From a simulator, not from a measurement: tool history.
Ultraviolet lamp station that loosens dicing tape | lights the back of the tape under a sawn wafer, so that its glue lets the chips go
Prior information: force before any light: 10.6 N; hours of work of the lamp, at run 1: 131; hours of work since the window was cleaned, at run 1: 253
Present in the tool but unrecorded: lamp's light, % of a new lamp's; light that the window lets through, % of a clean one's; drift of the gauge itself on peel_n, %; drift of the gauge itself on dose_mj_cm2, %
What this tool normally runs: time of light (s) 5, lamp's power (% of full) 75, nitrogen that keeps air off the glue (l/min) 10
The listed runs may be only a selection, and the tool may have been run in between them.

| run | day | time of light (s) | lamp's power (% of full) | nitrogen that keeps air off the glue (l/min) | hours of work of the lamp | hours of work since the window was cleaned | force that peels the tape off (N) | light that reached the tape (mJ/cm2) |
|---|---|---|---|---|---|---|---|---|
| 1 | 0.000 | 5 | 75 | 10 | 131 | 253 | 0.997 | 323 |
| 2 | 0.783 | 5 | 75 | 10 | 145 | 268 | 0.993 | 324 |
| 3 | 1.571 | 5 | 75 | 3 | 160 | 282 | 2.367 | 328 |
| 4 | 2.721 | 5 | 89 | 10 | 181 | 304 | 0.732 | 377 |
| 5 | 3.754 | 5 | 89 | 10 | 200 | 323 | 0.724 | 369 |
| 6 | 5.496 | 5 | 89 | 15 | 233 | 355 | 0.560 | 365 |
|  | 5.954 | window cleaned of glue's vapour |
| 7 | 7.379 | 5 | 89 | 15 | 267 | 26 | 0.467 | 410 |
| 8 | 8.992 | 5 | 75 | 10 | 297 | 56 | 0.888 | 341 |
| 9 | 10.838 | 5 | 79 | 10 | 331 | 90 | 0.839 | 341 |
| 10 | 11.738 | 3 | 79 | 10 | 348 | 107 | 2.227 | 207 |
| 11 | 13.592 | 5 | 75 | 10 | 382 | 142 | 1.021 | 324 |
| 12 | 15.212 | 5 | 75 | 10 | 412 | 172 | 1.056 | 314 |
| 13 | 17.058 | 5 | 75 | 10 | 446 | 206 | 1.108 | 313 |
| 14 | 18.383 | 5 | 75 | 10 | 471 | 230 | 1.149 | 308 |
| 15 | 19.550 | 3 | 66 | 4 | 493 | 252 | 4.685 | 161 |
| 16 | 21.217 | 3 | 86 | 10 | 524 | 283 | 2.203 | 206 |
| 17 | 22.317 | 2 | 86 | 9 | 544 | 303 | 4.004 | 133 |
| 18 | 23.212 | 2 | 86 | 9 | 561 | 320 | 3.994 | 138 |
| 19 | 24.408 | 2 | 90 | 4 | 583 | 342 | 5.182 | 135 |
| 20 | 25.367 | 2 | 90 | 4 | 600 | 360 | 5.212 | 138 |
|  | 25.621 | window cleaned of glue's vapour |
| 21 | 26.946 | 2 | 90 | 4 | 629 | 25 | 4.619 | 150 |

Run 22, settings as shown, results not yet in. Your forecast:
| 22 | 28.688 | 2 | 90 | 4 | 662 | 57 | ? | ? |

Run 22 came out at force that peels the tape off (N) 4.810, light that reached the tape (mJ/cm2) 152.
The same run, on a tool lacking any hidden state, would have yielded force that peels the tape off (N) 4.150, light that reached the tape (mJ/cm2) 180.
